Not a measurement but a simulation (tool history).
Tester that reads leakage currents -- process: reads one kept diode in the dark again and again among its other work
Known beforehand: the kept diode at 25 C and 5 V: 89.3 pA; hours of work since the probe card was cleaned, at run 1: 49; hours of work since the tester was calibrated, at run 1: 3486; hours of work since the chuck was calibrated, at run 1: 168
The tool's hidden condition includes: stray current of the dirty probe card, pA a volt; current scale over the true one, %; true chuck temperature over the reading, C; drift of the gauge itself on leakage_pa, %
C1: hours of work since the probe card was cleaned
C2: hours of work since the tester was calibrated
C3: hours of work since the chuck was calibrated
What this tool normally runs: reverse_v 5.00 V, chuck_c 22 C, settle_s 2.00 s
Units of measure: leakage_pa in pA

{"run": 1, "hour": 0.0, "reverse_v": 5.0, "chuck_c": 22, "settle_s": 2.0, "C1": 49, "C2": 3486, "C3": 168, "leakage_pa": 69.62}
{"run": 2, "hour": 247.6, "reverse_v": 5.0, "chuck_c": 22, "settle_s": 2.0, "C1": 160, "C2": 3598, "C3": 280, "leakage_pa": 69.33}
{"run": 3, "hour": 433.0, "reverse_v": 5.0, "chuck_c": 22, "settle_s": 2.0, "C1": 244, "C2": 3681, "C3": 363, "leakage_pa": 68.8}
{"run": 4, "hour": 604.0, "reverse_v": 5.0, "chuck_c": 22, "settle_s": 2.0, "C1": 321, "C2": 3758, "C3": 440, "leakage_pa": 68.13}
{"run": 5, "hour": 717.1, "reverse_v": 5.0, "chuck_c": 22, "settle_s": 2.0, "C1": 372, "C2": 3809, "C3": 491, "leakage_pa": 67.59}
{"run": 6, "hour": 979.5, "reverse_v": 5.0, "chuck_c": 22, "settle_s": 2.0, "C1": 491, "C2": 3928, "C3": 610, "leakage_pa": 67.18}
{"run": 7, "hour": 1190.1, "reverse_v": 5.0, "chuck_c": 22, "settle_s": 2.0, "C1": 585, "C2": 4023, "C3": 705, "leakage_pa": 67.09}
{"hour": 1310.0, "done": "chuck's temperature calibrated"}
{"run": 8, "hour": 1429.8, "reverse_v": 5.0, "chuck_c": 40, "settle_s": 2.0, "C1": 693, "C2": 4130, "C3": 54, "leakage_pa": 271.14}
{"run": 9, "hour": 1693.6, "reverse_v": 4.64, "chuck_c": 40, "settle_s": 2.0, "C1": 812, "C2": 4249, "C3": 173, "leakage_pa": 258.3}
{"run": 10, "hour": 1923.2, "reverse_v": 4.64, "chuck_c": 40, "settle_s": 2.0, "C1": 915, "C2": 4352, "C3": 277, "leakage_pa": 253.77}
{"run": 11, "hour": 2101.3, "reverse_v": 4.64, "chuck_c": 41, "settle_s": 2.0, "C1": 996, "C2": 4433, "C3": 357, "leakage_pa": 271.6}
{"run": 12, "hour": 2326.8, "reverse_v": 5.0, "chuck_c": 22, "settle_s": 2.0, "C1": 1097, "C2": 4534, "C3": 458, "leakage_pa": 71.06}
{"run": 13, "hour": 2438.0, "reverse_v": 5.0, "chuck_c": 22, "settle_s": 2.0, "C1": 1147, "C2": 4584, "C3": 509, "leakage_pa": 71.4}
{"run": 14, "hour": 2588.5, "reverse_v": 5.0, "chuck_c": 22, "settle_s": 2.0, "C1": 1215, "C2": 4652, "C3": 577, "leakage_pa": 70.07}
{"hour": 2706.4, "done": "tester calibrated"}
{"run": 15, "hour": 2828.3, "reverse_v": 12.41, "chuck_c": 22, "settle_s": 2.0, "C1": 1322, "C2": 55, "C3": 684, "leakage_pa": 121.34}
{"run": 16, "hour": 2967.6, "reverse_v": 5.0, "chuck_c": 33, "settle_s": 2.0, "C1": 1385, "C2": 118, "C3": 747, "leakage_pa": 151.78}
{"hour": 2998.9, "done": "chuck's temperature calibrated"}
{"run": 17, "hour": 3184.3, "reverse_v": 5.0, "chuck_c": 44, "settle_s": 2.0, "C1": 1482, "C2": 215, "C3": 84, "leakage_pa": 361.74}
{"run": 18, "hour": 3384.0, "reverse_v": 1.91, "chuck_c": 44, "settle_s": 2.0, "C1": 1572, "C2": 305, "C3": 174, "leakage_pa": 200.97}
{"run": 19, "hour": 3619.1, "reverse_v": 9.01, "chuck_c": 24, "settle_s": 1.36, "C1": 1678, "C2": 411, "C3": 280, "leakage_pa": 126.45}
{"run": 20, "hour": 3780.0, "reverse_v": 5.61, "chuck_c": 30, "settle_s": 3.01, "C1": 1751, "C2": 483, "C3": 352, "leakage_pa": 142.42}
{"run": 21, "hour": 3913.8, "reverse_v": 5.0, "chuck_c": 45, "settle_s": 1.19, "C1": 1811, "C2": 544, "C3": 413, "leakage_pa": 374.78}
{"run": 22, "hour": 4129.4, "reverse_v": 5.0, "chuck_c": 45, "settle_s": 1.19, "C1": 1908, "C2": 641, "C3": 510, "leakage_pa": 370.95}
{"run": 23, "hour": 4263.0, "reverse_v": 5.0, "chuck_c": 51, "settle_s": 1.19, "C1": 1968, "C2": 701, "C3": 570, "leakage_pa": 548.97}
{"run": 24, "hour": 4409.6, "reverse_v": 5.0, "chuck_c": 51, "settle_s": 1.19, "C1": 2035, "C2": 767, "C3": 636, "leakage_pa": 546.87}
{"run": 25, "hour": 4565.4, "reverse_v": 1.39, "chuck_c": 22, "settle_s": 3.81, "C1": 2105, "C2": 837, "C3": 706, "leakage_pa": 32.62}
{"hour": 4683.7, "done": "chuck's temperature calibrated"}
{"run": 26, "hour": 4684.8, "reverse_v": 5.23, "chuck_c": 51, "settle_s": 2.79, "C1": 2158, "C2": 890, "C3": 0, "leakage_pa": 588.89}
{"run": 27, "hour": 4816.3, "reverse_v": 5.23, "chuck_c": 45, "settle_s": 7.88, "C1": 2217, "C2": 950, "C3": 60, "leakage_pa": 398.23}
{"run": 28, "hour": 4985.0, "reverse_v": 5.23, "chuck_c": 45, "settle_s": 7.88, "C1": 2293, "C2": 1026, "C3": 136, "leakage_pa": 392.78}
{"run": 29, "hour": 5167.6, "reverse_v": 5.23, "chuck_c": 45, "settle_s": 7.88, "C1": 2375, "C2": 1108, "C3": 218, "leakage_pa": 389.94}
{"run": 30, "hour": 5392.2, "reverse_v": 5.23, "chuck_c": 45, "settle_s": 1.06, "C1": 2477, "C2": 1209, "C3": 319, "leakage_pa": 388.59}
{"run": 31, "hour": 5561.8, "reverse_v": 15.15, "chuck_c": 47, "settle_s": 3.66, "C1": 2553, "C2": 1286, "C3": 396, "leakage_pa": 834.8}
{"run": 32, "hour": 5742.9, "reverse_v": 15.15, "chuck_c": 47, "settle_s": 3.66, "C1": 2635, "C2": 1367, "C3": 478, "leakage_pa": 825.99}
{"hour": 5848.9, "done": "probe card cleaned and baked"}
{"run": 33, "hour": 5872.0, "reverse_v": 5.0, "chuck_c": 41, "settle_s": 4.06, "C1": 10, "C2": 1424, "C3": 534, "leakage_pa": 273.14}

Per-run results on a tool with no hidden state, each run keeping its own random variation:
run=1 leakage_pa=71.31
run=2 leakage_pa=71.57
run=3 leakage_pa=71.47
run=4 leakage_pa=71.20
run=5 leakage_pa=70.90
run=6 leakage_pa=71.12
run=7 leakage_pa=71.46
run=8 leakage_pa=269.36
run=9 leakage_pa=259.74
run=10 leakage_pa=257.80
run=11 leakage_pa=278.17
run=12 leakage_pa=71.25
run=13 leakage_pa=71.86
run=14 leakage_pa=70.87
run=15 leakage_pa=122.37
run=16 leakage_pa=162.98
run=17 leakage_pa=356.37
run=18 leakage_pa=200.58
run=19 leakage_pa=119.34
run=20 leakage_pa=140.16
run=21 leakage_pa=381.21
run=22 leakage_pa=381.03
run=23 leakage_pa=569.24
run=24 leakage_pa=570.62
run=25 leakage_pa=33.16
run=26 leakage_pa=583.54
run=27 leakage_pa=394.50
run=28 leakage_pa=391.87
run=29 leakage_pa=391.92
run=30 leakage_pa=394.04
run=31 leakage_pa=845.46
run=32 leakage_pa=843.17
run=33 leakage_pa=290.08

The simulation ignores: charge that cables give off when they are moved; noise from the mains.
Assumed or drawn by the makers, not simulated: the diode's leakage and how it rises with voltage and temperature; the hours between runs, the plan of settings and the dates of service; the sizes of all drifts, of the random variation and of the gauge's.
